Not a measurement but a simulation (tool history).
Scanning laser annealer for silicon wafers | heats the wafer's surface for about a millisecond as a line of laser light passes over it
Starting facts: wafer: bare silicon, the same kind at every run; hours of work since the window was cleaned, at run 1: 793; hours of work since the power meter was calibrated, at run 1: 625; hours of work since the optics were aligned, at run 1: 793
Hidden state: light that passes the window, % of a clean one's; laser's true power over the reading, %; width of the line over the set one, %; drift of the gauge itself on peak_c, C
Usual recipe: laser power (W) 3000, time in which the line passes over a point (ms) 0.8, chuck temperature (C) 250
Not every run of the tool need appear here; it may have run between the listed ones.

run   hour  laser power (W)  time in which the line passes over a point (ms)  chuck temperature (C)  hours of work since the window was cleaned  hours of work since the power meter was calibrated  hours of work since the optics were aligned  highest temperature of the surface (C)
  1      0             3000                                              0.8                    250                                         793                                                 625                                          793                                    1048
  2     35             3000                                              0.8                    250                                         812                                                 644                                          812                                    1050
  3   60.1             3000                                              0.8                    250                                         826                                                 658                                          826                                    1049
  4   96.2             3000                                              0.8                    250                                         846                                                 679                                          846                                    1048
  5  126.5             3000                                              0.8                    250                                         863                                                 695                                          863                                    1050
  6  158.4             3000                                              0.8                    250                                         881                                                 713                                          881                                    1046
  7  181.5             3000                                              0.8                    250                                         894                                                 726                                          894                                    1046

What will run 8 give?
  8   213             3000                                            0.816                    250                                         911                                                 744                                          911                                       ?

Run 8 measured highest temperature of the surface (C) 1057.
Had the tool carried no hidden state, the very same run would have given highest temperature of the surface (C) 1101.
